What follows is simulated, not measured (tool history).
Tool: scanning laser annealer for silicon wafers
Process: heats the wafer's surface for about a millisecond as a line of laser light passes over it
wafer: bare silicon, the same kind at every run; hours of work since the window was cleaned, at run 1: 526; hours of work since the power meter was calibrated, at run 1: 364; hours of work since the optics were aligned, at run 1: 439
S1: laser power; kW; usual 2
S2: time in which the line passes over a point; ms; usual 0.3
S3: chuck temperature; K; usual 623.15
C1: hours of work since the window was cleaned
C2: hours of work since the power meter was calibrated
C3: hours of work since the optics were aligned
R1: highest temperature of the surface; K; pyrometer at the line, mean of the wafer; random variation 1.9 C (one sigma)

Run 1, hour 0: usual settings; C1 526; C2 364; C3 439. Result: R1 1367.15 K.
Run 2, hour 8: usual settings; C1 532; C2 370; C3 445. Result: R1 1365.15 K.
Run 3, hour 13.3: usual settings; C1 537; C2 375; C3 449. Result: R1 1366.15 K.
Run 4, hour 23.8: usual settings; C1 545; C2 383; C3 458. Result: R1 1366.15 K.
Run 5, hour 34: usual settings but S1 1.751 kW; C1 553; C2 391; C3 466. Result: R1 1255.15 K.
Run 6, hour 44.4: usual settings; C1 561; C2 399; C3 474. Result: R1 1364.15 K.
Run 7, hour 51.4: usual settings but S2 0.338 ms; C1 567; C2 405; C3 480. Result: R1 1417.15 K.
Run 8, hour 62.4: usual settings but S2 0.338 ms, S3 655.15 K; C1 576; C2 414; C3 488. Result: R1 1451.15 K.
Run 9, hour 69.3: usual settings but S2 0.338 ms, S3 655.15 K; C1 581; C2 419; C3 494. Result: R1 1451.15 K.
At hour 73.4: window over the wafer cleaned.
Run 10, hour 76.3: usual settings but S2 0.338 ms, S3 655.15 K; C1 2; C2 423; C3 498. Result: R1 1471.15 K.
Run 11, hour 82.7: usual settings; C1 7; C2 428; C3 503. Result: R1 1389.15 K.
Run 12, hour 88.8: usual settings but S1 1.835 kW; C1 12; C2 433; C3 508. Result: R1 1311.15 K.
Run 13, hour 98.8: usual settings but S3 622.15 K; C1 20; C2 441; C3 516. Result: R1 1388.15 K.
Run 14, hour 104.8: usual settings; C1 25; C2 446; C3 520. Result: R1 1390.15 K.
Run 15, hour 116.5: usual settings but S1 2.179 kW; C1 34; C2 455; C3 530. Result: R1 1470.15 K.
Run 16, hour 124.3: usual settings but S1 1.729 kW; C1 40; C2 461; C3 536. Result: R1 1267.15 K.
Run 17, hour 133.3: usual settings but S1 1.729 kW; C1 48; C2 468; C3 543. Result: R1 1263.15 K.
Run 18, hour 144.3: usual settings but S1 1.743 kW, S3 661.15 K; C1 56; C2 477; C3 552. Result: R1 1310.15 K.
Run 19, hour 152.2: usual settings but S1 1.743 kW, S2 0.277 ms, S3 627.15 K; C1 63; C2 483; C3 558. Result: R1 1245.15 K.
Run 20, hour 161.1: usual settings but S3 614.15 K; C1 70; C2 490; C3 565. Result: R1 1375.15 K.
Run 21, hour 170.2: usual settings but S3 614.15 K; C1 77; C2 498; C3 572. Result: R1 1374.15 K.
Run 22, hour 175.7: usual settings but S3 614.15 K; C1 81; C2 502; C3 577. Result: R1 1376.15 K.
Run 23, hour 183.8: usual settings but S2 0.265 ms, S3 614.15 K; C1 88; C2 508; C3 583. Result: R1 1320.15 K.
Run 24, hour 193.9: usual settings but S2 0.265 ms, S3 614.15 K; C1 96; C2 516; C3 591. Result: R1 1322.15 K.
Run 25, hour 200.4: usual settings but S1 1.87 kW, S2 0.311 ms, S3 608.15 K; C1 101; C2 522; C3 596. Result: R1 1326.15 K.
Run 26, hour 207.1: usual settings but S2 0.356 ms, S3 599.15 K; C1 106; C2 527; C3 602. Result: R1 1439.15 K.
Run 27, hour 214.1: usual settings but S1 1.742 kW, S2 0.307 ms; C1 112; C2 532; C3 607. Result: R1 1276.15 K.
Run 28, hour 224: usual settings but S2 0.306 ms, S3 653.15 K; C1 120; C2 540; C3 615. Result: R1 1422.15 K.
Run 29, hour 230: usual settings but S1 2.047 kW, S2 0.313 ms, S3 588.15 K; C1 124; C2 545; C3 620. Result: R1 1383.15 K.
Run 30, hour 237.8: usual settings but S1 1.861 kW, S2 0.348 ms, S3 634.15 K; C1 131; C2 551; C3 626. Result: R1 1389.15 K.
Run 31, hour 243.6: usual settings but S1 1.916 kW, S2 0.298 ms, S3 600.15 K; C1 135; C2 556; C3 631. Result: R1 1313.15 K.
Run 32, hour 255.3: usual settings but S1 1.91 kW, S2 0.274 ms, S3 626.15 K; C1 144; C2 565; C3 640. Result: R1 1307.15 K.
Run 33, hour 261.4: usual settings but S1 1.91 kW, S2 0.274 ms, S3 626.15 K; C1 149; C2 570; C3 645. Result: R1 1304.15 K.
Run 34, hour 268.9: usual settings but S1 1.91 kW, S2 0.274 ms, S3 626.15 K; C1 155; C2 576; C3 651. Result: R1 1308.15 K.

3 ways to go on from here, each from the tool as it stands after run 34. What would each give?
Run A, hour 280.5: usual settings but S1 1.779 kW, S2 0.215 ms, S3 646.15 K; C1 164; C2 585; C3 660. Result: R1 ?.
Run B, hour 280.5: usual settings but S1 1.992 kW, S2 0.274 ms, S3 660.15 K; C1 164; C2 585; C3 660. Result: R1 ?.
Run C, hour 280.5: usual settings but S1 2.048 kW, S2 0.274 ms, S3 626.15 K; C1 164; C2 585; C3 660. Result: R1 ?.

run       R1
  A  1189.15
  B  1374.15
  C  1360.15
Without the tool's hidden state the same runs would have given:
run       R1
  A  1210.15
  B  1401.15
  C  1388.15
